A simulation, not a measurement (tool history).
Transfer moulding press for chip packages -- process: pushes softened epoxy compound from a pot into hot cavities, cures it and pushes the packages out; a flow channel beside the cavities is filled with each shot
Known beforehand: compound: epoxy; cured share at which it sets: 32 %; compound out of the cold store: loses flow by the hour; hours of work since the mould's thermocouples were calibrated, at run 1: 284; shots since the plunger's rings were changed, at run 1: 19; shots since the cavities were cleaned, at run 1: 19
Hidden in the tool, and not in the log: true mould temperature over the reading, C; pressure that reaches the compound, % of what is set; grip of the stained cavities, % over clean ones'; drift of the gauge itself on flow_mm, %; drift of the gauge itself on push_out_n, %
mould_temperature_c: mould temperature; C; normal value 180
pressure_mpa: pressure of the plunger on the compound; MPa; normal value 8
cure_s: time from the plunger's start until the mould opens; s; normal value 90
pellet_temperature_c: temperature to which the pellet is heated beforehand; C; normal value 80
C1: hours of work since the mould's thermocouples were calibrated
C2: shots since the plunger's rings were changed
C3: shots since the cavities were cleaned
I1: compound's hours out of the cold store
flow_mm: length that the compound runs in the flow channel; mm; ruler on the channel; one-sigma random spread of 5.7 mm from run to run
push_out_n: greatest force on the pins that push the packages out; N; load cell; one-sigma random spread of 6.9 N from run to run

{"run": 1, "hour": 0.0, "mould_temperature_c": 180, "pressure_mpa": 8, "cure_s": 90, "pellet_temperature_c": 80, "C1": 284, "C2": 19, "C3": 19, "I1": 29.8, "flow_mm": 564, "push_out_n": 268}
{"run": 2, "hour": 7.9, "mould_temperature_c": 180, "pressure_mpa": 8, "cure_s": 90, "pellet_temperature_c": 80, "C1": 290, "C2": 128, "C3": 128, "I1": 47.6, "flow_mm": 511, "push_out_n": 256}
{"run": 3, "hour": 15.8, "mould_temperature_c": 178, "pressure_mpa": 8, "cure_s": 90, "pellet_temperature_c": 80, "C1": 296, "C2": 237, "C3": 237, "I1": 10.8, "flow_mm": 629, "push_out_n": 317}
{"run": 4, "hour": 26.6, "mould_temperature_c": 180, "pressure_mpa": 8, "cure_s": 90, "pellet_temperature_c": 83, "C1": 304, "C2": 384, "C3": 384, "I1": 25.6, "flow_mm": 572, "push_out_n": 274}
{"hour": 29.9, "done": "cavities cleaned with cleaning compound and waxed"}
{"run": 5, "hour": 35.8, "mould_temperature_c": 183, "pressure_mpa": 8, "cure_s": 90, "pellet_temperature_c": 83, "C1": 309, "C2": 490, "C3": 80, "I1": 43.6, "flow_mm": 516, "push_out_n": 240}
{"run": 6, "hour": 41.9, "mould_temperature_c": 183, "pressure_mpa": 8, "cure_s": 90, "pellet_temperature_c": 83, "C1": 314, "C2": 575, "C3": 165, "I1": 24.6, "flow_mm": 572, "push_out_n": 225}
{"run": 7, "hour": 51.3, "mould_temperature_c": 183, "pressure_mpa": 8, "cure_s": 90, "pellet_temperature_c": 83, "C1": 320, "C2": 704, "C3": 294, "I1": 39.6, "flow_mm": 517, "push_out_n": 225}
{"run": 8, "hour": 56.8, "mould_temperature_c": 180, "pressure_mpa": 8, "cure_s": 90, "pellet_temperature_c": 80, "C1": 324, "C2": 779, "C3": 369, "I1": 17.6, "flow_mm": 590, "push_out_n": 282}
{"hour": 61.6, "done": "cavities cleaned with cleaning compound and waxed"}
{"run": 9, "hour": 68.2, "mould_temperature_c": 180, "pressure_mpa": 8, "cure_s": 90, "pellet_temperature_c": 80, "C1": 332, "C2": 916, "C3": 91, "I1": 41.2, "flow_mm": 523, "push_out_n": 250}
{"run": 10, "hour": 74.8, "mould_temperature_c": 180, "pressure_mpa": 8, "cure_s": 90, "pellet_temperature_c": 80, "C1": 337, "C2": 1007, "C3": 182, "I1": 18.2, "flow_mm": 598, "push_out_n": 270}
{"run": 11, "hour": 84.7, "mould_temperature_c": 180, "pressure_mpa": 8, "cure_s": 90, "pellet_temperature_c": 80, "C1": 344, "C2": 1142, "C3": 317, "I1": 11.5, "flow_mm": 619, "push_out_n": 281}
{"hour": 92.6, "done": "cavities cleaned with cleaning compound and waxed"}
{"run": 12, "hour": 94.2, "mould_temperature_c": 180, "pressure_mpa": 8, "cure_s": 114, "pellet_temperature_c": 80, "C1": 350, "C2": 1252, "C3": 22, "I1": 44.6, "flow_mm": 516, "push_out_n": 200}
{"run": 13, "hour": 98.9, "mould_temperature_c": 180, "pressure_mpa": 8, "cure_s": 114, "pellet_temperature_c": 80, "C1": 353, "C2": 1318, "C3": 88, "I1": 40.2, "flow_mm": 536, "push_out_n": 206}
{"run": 14, "hour": 109.0, "mould_temperature_c": 180, "pressure_mpa": 8, "cure_s": 114, "pellet_temperature_c": 80, "C1": 360, "C2": 1456, "C3": 226, "I1": 43.8, "flow_mm": 526, "push_out_n": 197}
{"run": 15, "hour": 118.2, "mould_temperature_c": 180, "pressure_mpa": 8, "cure_s": 114, "pellet_temperature_c": 80, "C1": 367, "C2": 1582, "C3": 352, "I1": 12.9, "flow_mm": 614, "push_out_n": 209}
{"hour": 123.6, "done": "cavities cleaned with cleaning compound and waxed"}
{"run": 16, "hour": 125.5, "mould_temperature_c": 180, "pressure_mpa": 7.62, "cure_s": 105, "pellet_temperature_c": 71, "C1": 371, "C2": 1662, "C3": 27, "I1": 32.8, "flow_mm": 528, "push_out_n": 228}
{"run": 17, "hour": 131.6, "mould_temperature_c": 180, "pressure_mpa": 7.62, "cure_s": 105, "pellet_temperature_c": 71, "C1": 376, "C2": 1746, "C3": 111, "I1": 25.7, "flow_mm": 559, "push_out_n": 222}
{"run": 18, "hour": 143.0, "mould_temperature_c": 180, "pressure_mpa": 6.24, "cure_s": 117, "pellet_temperature_c": 71, "C1": 384, "C2": 1903, "C3": 268, "I1": 20.1, "flow_mm": 533, "push_out_n": 200}
{"run": 19, "hour": 149.0, "mould_temperature_c": 180, "pressure_mpa": 6.94, "cure_s": 117, "pellet_temperature_c": 89, "C1": 389, "C2": 1986, "C3": 351, "I1": 16.9, "flow_mm": 559, "push_out_n": 209}
{"hour": 154.8, "done": "cavities cleaned with cleaning compound and waxed"}
{"run": 20, "hour": 162.1, "mould_temperature_c": 176, "pressure_mpa": 8, "cure_s": 90, "pellet_temperature_c": 78, "C1": 397, "C2": 2145, "C3": 101, "I1": 19.2, "flow_mm": 620, "push_out_n": 369}
{"run": 21, "hour": 171.0, "mould_temperature_c": 176, "pressure_mpa": 8, "cure_s": 90, "pellet_temperature_c": 78, "C1": 403, "C2": 2267, "C3": 223, "I1": 24.4, "flow_mm": 580, "push_out_n": 363}
{"run": 22, "hour": 176.5, "mould_temperature_c": 181, "pressure_mpa": 8, "cure_s": 90, "pellet_temperature_c": 79, "C1": 407, "C2": 2342, "C3": 298, "I1": 28.6, "flow_mm": 561, "push_out_n": 256}
{"hour": 185.9, "done": "cavities cleaned with cleaning compound and waxed"}
{"run": 23, "hour": 187.5, "mould_temperature_c": 177, "pressure_mpa": 8, "cure_s": 76, "pellet_temperature_c": 80, "C1": 414, "C2": 2473, "C3": 22, "I1": 23.3, "flow_mm": 583, "push_out_n": 488}
{"run": 24, "hour": 197.6, "mould_temperature_c": 181, "pressure_mpa": 7.66, "cure_s": 96, "pellet_temperature_c": 89, "C1": 422, "C2": 2612, "C3": 161, "I1": 41.8, "flow_mm": 511, "push_out_n": 226}
{"run": 25, "hour": 202.5, "mould_temperature_c": 178, "pressure_mpa": 6.93, "cure_s": 121, "pellet_temperature_c": 71, "C1": 425, "C2": 2680, "C3": 229, "I1": 39.8, "flow_mm": 502, "push_out_n": 204}
{"run": 26, "hour": 209.1, "mould_temperature_c": 178, "pressure_mpa": 6.7, "cure_s": 121, "pellet_temperature_c": 71, "C1": 430, "C2": 2770, "C3": 319, "I1": 8.3, "flow_mm": 582, "push_out_n": 209}
{"hour": 217.4, "done": "cavities cleaned with cleaning compound and waxed"}
{"run": 27, "hour": 218.6, "mould_temperature_c": 177, "pressure_mpa": 7.68, "cure_s": 90, "pellet_temperature_c": 81, "C1": 436, "C2": 2880, "C3": 17, "I1": 17, "flow_mm": 593, "push_out_n": 360}
{"run": 28, "hour": 224.6, "mould_temperature_c": 177, "pressure_mpa": 7.68, "cure_s": 78, "pellet_temperature_c": 81, "C1": 440, "C2": 2962, "C3": 99, "I1": 45.4, "flow_mm": 509, "push_out_n": 436}
{"run": 29, "hour": 230.1, "mould_temperature_c": 180, "pressure_mpa": 9.69, "cure_s": 90, "pellet_temperature_c": 71, "C1": 444, "C2": 3039, "C3": 176, "I1": 23.6, "flow_mm": 628, "push_out_n": 266}

4 options for the next run, each taken on its own from the tool as it stands now. Forecast them:
{"run": "A", "hour": 237.3, "mould_temperature_c": 180, "pressure_mpa": 7.13, "cure_s": 90, "pellet_temperature_c": 71, "C1": 450, "C2": 3137, "C3": 274, "I1": 24.5, "flow_mm": "?", "push_out_n": "?"}
{"run": "B", "hour": 237.3, "mould_temperature_c": 180, "pressure_mpa": 6.97, "cure_s": 90, "pellet_temperature_c": 80, "C1": 450, "C2": 3137, "C3": 274, "I1": 32.8, "flow_mm": "?", "push_out_n": "?"}
{"run": "C", "hour": 237.3, "mould_temperature_c": 175, "pressure_mpa": 6.87, "cure_s": 71, "pellet_temperature_c": 80, "C1": 450, "C2": 3137, "C3": 274, "I1": 21.7, "flow_mm": "?", "push_out_n": "?"}
{"run": "D", "hour": 237.3, "mould_temperature_c": 188, "pressure_mpa": 6.81, "cure_s": 90, "pellet_temperature_c": 86, "C1": 450, "C2": 3137, "C3": 274, "I1": 18.9, "flow_mm": "?", "push_out_n": "?"}

run=A flow_mm=541 push_out_n=257
run=B flow_mm=517 push_out_n=265
run=C flow_mm=556 push_out_n=655
run=D flow_mm=546 push_out_n=200
The same runs, with their run-to-run variation unchanged, on a tool lacking any hidden condition would have given:
run=A flow_mm=542 push_out_n=256
run=B flow_mm=518 push_out_n=263
run=C flow_mm=556 push_out_n=651
run=D flow_mm=546 push_out_n=199
